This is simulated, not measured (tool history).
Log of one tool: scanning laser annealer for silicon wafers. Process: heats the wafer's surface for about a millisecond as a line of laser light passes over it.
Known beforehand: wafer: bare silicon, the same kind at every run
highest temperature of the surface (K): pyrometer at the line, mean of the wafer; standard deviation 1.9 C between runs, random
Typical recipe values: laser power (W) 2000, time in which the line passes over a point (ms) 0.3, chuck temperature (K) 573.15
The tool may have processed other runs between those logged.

run,hour,laser power (W),time in which the line passes over a point (ms),chuck temperature (K),highest temperature of the surface (K)
1,0,2000,0.3,573.15,1381.15
2,19.3,2000,0.3,573.15,1383.15
3,37,2000,0.3,573.15,1382.15
4,54.1,2000,0.3,573.15,1381.15
5,73.9,2000,0.3,573.15,1381.15
6,94,2000,0.3,573.15,1379.15
7,115.3,2000,0.3,573.15,1380.15
8,132.2,2000,0.3,573.15,1378.15
9,146.5,2000,0.3,573.15,1378.15
10,160.3,2000,0.3,571.15,1375.15
11,188.1,2000,0.3,571.15,1372.15
12,207.4,2000,0.3,571.15,1370.15
13,222.7,2000,0.3,571.15,1372.15
14,236.2,2000,0.3,573.15,1372.15
15,255.6,2000,0.3,573.15,1370.15
16,273.4,2000,0.3,573.15,1369.15
17,293.6,2000,0.3,573.15,1372.15
18,311,2000,0.3,573.15,1369.15
19,323.1,2000,0.3,611.15,1401.15
20,336.5,2072,0.31,573.15,1422.15
21,362.7,1932,0.27,573.15,1286.15
22,377.4,1932,0.27,573.15,1285.15
23,401.4,1932,0.27,573.15,1288.15
24,424.6,1758,0.301,587.15,1256.15
25,438.9,2016,0.301,556.15,1356.15
26,462.4,2016,0.301,556.15,1359.15
27,485.9,1827,0.23,590.15,1187.15
28,511.8,2146,0.236,601.15,1351.15
29,536.1,2146,0.236,601.15,1352.15
30,563.1,1884,0.375,591.15,1421.15
31,576.9,1884,0.375,591.15,1415.15
32,601.8,2001,0.275,612.15,1357.15
33,624.3,2001,0.275,612.15,1354.15
34,641.9,2001,0.275,612.15,1353.15
35,655,2001,0.267,612.15,1342.15
36,682.6,2000,0.3,576.15,1353.15
37,708.9,1973,0.252,550.15,1239.15
38,727.9,2000,0.227,573.15,1230.15

Alternative continuations, all from the tool just after run 38; predict every row:
A,751.5,2000,0.336,573.15,?
B,751.5,2003,0.331,544.15,?
C,751.5,1804,0.3,573.15,?

run,highest temperature of the surface (K)
A,1404.15
B,1366.15
C,1250.15
With no hidden state in the tool, these same runs would have given:
run,highest temperature of the surface (K)
A,1466.15
B,1428.15
C,1300.15
